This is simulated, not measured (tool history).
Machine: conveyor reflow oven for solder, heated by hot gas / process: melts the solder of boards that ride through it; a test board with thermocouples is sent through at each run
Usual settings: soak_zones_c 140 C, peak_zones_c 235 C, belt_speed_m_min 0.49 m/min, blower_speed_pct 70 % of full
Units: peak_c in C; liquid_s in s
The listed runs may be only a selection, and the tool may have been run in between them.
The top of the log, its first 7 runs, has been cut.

{"run": 8, "hour": 71.8, "soak_zones_c": 140, "peak_zones_c": 235, "belt_speed_m_min": 0.49, "blower_speed_pct": 70, "peak_c": 221.4, "liquid_s": 78.4}
{"run": 9, "hour": 79.8, "soak_zones_c": 140, "peak_zones_c": 235, "belt_speed_m_min": 0.49, "blower_speed_pct": 70, "peak_c": 221.1, "liquid_s": 78.6}
{"run": 10, "hour": 89.5, "soak_zones_c": 140, "peak_zones_c": 235, "belt_speed_m_min": 0.49, "blower_speed_pct": 70, "peak_c": 220.8, "liquid_s": 78.7}
{"run": 11, "hour": 104.6, "soak_zones_c": 140, "peak_zones_c": 235, "belt_speed_m_min": 0.49, "blower_speed_pct": 70, "peak_c": 221.2, "liquid_s": 78.8}
{"run": 12, "hour": 114.8, "soak_zones_c": 140, "peak_zones_c": 235, "belt_speed_m_min": 0.49, "blower_speed_pct": 70, "peak_c": 221, "liquid_s": 78.7}
{"run": 13, "hour": 124.1, "soak_zones_c": 140, "peak_zones_c": 235, "belt_speed_m_min": 0.49, "blower_speed_pct": 70, "peak_c": 221.1, "liquid_s": 78.7}
{"run": 14, "hour": 136.8, "soak_zones_c": 140, "peak_zones_c": 235, "belt_speed_m_min": 0.49, "blower_speed_pct": 70, "peak_c": 221, "liquid_s": 78.4}
{"run": 15, "hour": 143.3, "soak_zones_c": 140, "peak_zones_c": 235, "belt_speed_m_min": 0.49, "blower_speed_pct": 70, "peak_c": 220.5, "liquid_s": 78.3}
{"run": 16, "hour": 155.5, "soak_zones_c": 140, "peak_zones_c": 231, "belt_speed_m_min": 0.501, "blower_speed_pct": 70, "peak_c": 216.9, "liquid_s": 72.7}
{"run": 17, "hour": 163.4, "soak_zones_c": 141, "peak_zones_c": 242, "belt_speed_m_min": 0.492, "blower_speed_pct": 70, "peak_c": 226.8, "liquid_s": 83.3}
{"run": 18, "hour": 172.1, "soak_zones_c": 138, "peak_zones_c": 248, "belt_speed_m_min": 0.49, "blower_speed_pct": 70, "peak_c": 231.7, "liquid_s": 85.9}
{"run": 19, "hour": 179.8, "soak_zones_c": 138, "peak_zones_c": 248, "belt_speed_m_min": 0.456, "blower_speed_pct": 64, "peak_c": 232.6, "liquid_s": 92.8}
{"run": 20, "hour": 189.7, "soak_zones_c": 140, "peak_zones_c": 250, "belt_speed_m_min": 0.414, "blower_speed_pct": 70, "peak_c": 239.2, "liquid_s": 108.1}
{"run": 21, "hour": 202.9, "soak_zones_c": 139, "peak_zones_c": 240, "belt_speed_m_min": 0.49, "blower_speed_pct": 70, "peak_c": 224.7, "liquid_s": 81}
{"run": 22, "hour": 214.3, "soak_zones_c": 132, "peak_zones_c": 235, "belt_speed_m_min": 0.49, "blower_speed_pct": 55, "peak_c": 214.4, "liquid_s": 67.2}
{"run": 23, "hour": 225.1, "soak_zones_c": 140, "peak_zones_c": 232, "belt_speed_m_min": 0.49, "blower_speed_pct": 70, "peak_c": 217.9, "liquid_s": 75.7}
{"run": 24, "hour": 236.1, "soak_zones_c": 149, "peak_zones_c": 235, "belt_speed_m_min": 0.49, "blower_speed_pct": 70, "peak_c": 222, "liquid_s": 83.6}
{"run": 25, "hour": 242.4, "soak_zones_c": 125, "peak_zones_c": 245, "belt_speed_m_min": 0.43, "blower_speed_pct": 66, "peak_c": 230.2, "liquid_s": 91.5}
{"run": 26, "hour": 249.6, "soak_zones_c": 140, "peak_zones_c": 235, "belt_speed_m_min": 0.49, "blower_speed_pct": 51, "peak_c": 214.6, "liquid_s": 70.9}
{"run": 27, "hour": 263.8, "soak_zones_c": 140, "peak_zones_c": 242, "belt_speed_m_min": 0.49, "blower_speed_pct": 51, "peak_c": 220.4, "liquid_s": 76.8}
{"run": 28, "hour": 278.0, "soak_zones_c": 131, "peak_zones_c": 236, "belt_speed_m_min": 0.547, "blower_speed_pct": 53, "peak_c": 209.5, "liquid_s": 53.4}

Predict the results of run 29:
{"run": 29, "hour": 292.6, "soak_zones_c": 131, "peak_zones_c": 248, "belt_speed_m_min": 0.547, "blower_speed_pct": 53, "peak_c": "?", "liquid_s": "?"}

peak_c: 219.2 C
liquid_s: 63.3 s
Take away the tool's hidden state, keep the run-to-run variation as it was, and the same run would have given peak_c 219.9 C, liquid_s 63.5 s.
